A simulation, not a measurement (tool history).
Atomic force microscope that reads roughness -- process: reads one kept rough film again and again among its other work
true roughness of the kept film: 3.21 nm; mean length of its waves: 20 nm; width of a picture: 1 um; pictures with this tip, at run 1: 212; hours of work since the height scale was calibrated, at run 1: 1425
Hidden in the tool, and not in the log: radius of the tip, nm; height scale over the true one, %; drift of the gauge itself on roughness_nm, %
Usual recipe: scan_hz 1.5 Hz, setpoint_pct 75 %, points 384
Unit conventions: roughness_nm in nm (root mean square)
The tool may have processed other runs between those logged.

run,hour,scan_hz,setpoint_pct,points,pictures with this tip,hours of work since the height scale was calibrated,roughness_nm
1,0,1.5,75,384,212,1425,2.357
2,38.3,1.5,75,384,283,1451,2.336
3,84.9,1.18,75,384,368,1484,2.394
# hour 88.9: new tip fitted
4,114.6,1.18,75,384,47,1504,2.405
5,139,1.18,75,384,92,1521,2.406
6,182.5,1.18,75,384,172,1551,2.391
7,230.3,1.5,59,384,260,1584,2.476
8,268.2,1.5,59,384,330,1611,2.488
# hour 295.2: new tip fitted
9,307.9,1.5,59,821,24,1638,2.522
10,338.6,1.18,75,384,80,1659,2.38
11,376.7,1.18,75,302,150,1685,2.391
12,406.6,1.18,68,302,205,1706,2.421
13,431.2,1.5,75,522,250,1723,2.357
14,466.1,1.5,75,522,315,1747,2.371
# hour 502.9: new tip fitted
15,516.9,1.5,75,522,26,1782,2.395
16,539.6,1.5,75,458,68,1798,2.346
17,577.9,2.82,72,800,138,1825,2.257
18,621.4,1.73,72,259,218,1855,2.309
19,669.7,1.73,72,536,307,1888,2.352
# hour 708.4: new tip fitted
20,717.4,1.73,72,536,17,1921,2.376
21,763.9,2.63,72,717,103,1953,2.268
22,809,0.74,75,259,186,1985,2.409
23,844.8,0.74,75,259,251,2009,2.414
24,881.3,1.93,68,384,318,2035,2.383
# hour 912.5: new tip fitted
25,914.6,1.5,82,449,4,2057,2.286
# hour 946.5: height scale calibrated on a step standard
26,968,1.5,82,449,100,15,2.272
27,1012.1,1.5,82,449,181,45,2.273
28,1046.6,1.5,82,449,245,69,2.277
29,1098.9,3.65,90,976,341,106,1.736
# hour 1117.2: new tip fitted
30,1153.5,3.65,90,976,66,143,1.742

Hidden state at the last listed run before each entry between runs and at the first one after, where it differs:
In the gap between runs 3 and 4: new tip fitted (hour 88.9)
  radius of the tip, nm: 7.1 -> 7
In the gap between runs 8 and 9: new tip fitted (hour 295.2)
  radius of the tip, nm: 7.1 -> 7
In the gap between runs 14 and 15: new tip fitted (hour 502.9)
  radius of the tip, nm: 7.1 -> 7
In the gap between runs 19 and 20: new tip fitted (hour 708.4)
  radius of the tip, nm: 7.1 -> 7
In the gap between runs 24 and 25: new tip fitted (hour 912.5)
  radius of the tip, nm: 7.1 -> 7
In the gap between runs 25 and 26: height scale calibrated on a step standard (hour 946.5)
  height scale over the true one, %: 0.05 -> 0
In the gap between runs 29 and 30: new tip fitted (hour 1117.2)
  radius of the tip, nm: 7.1 -> 7
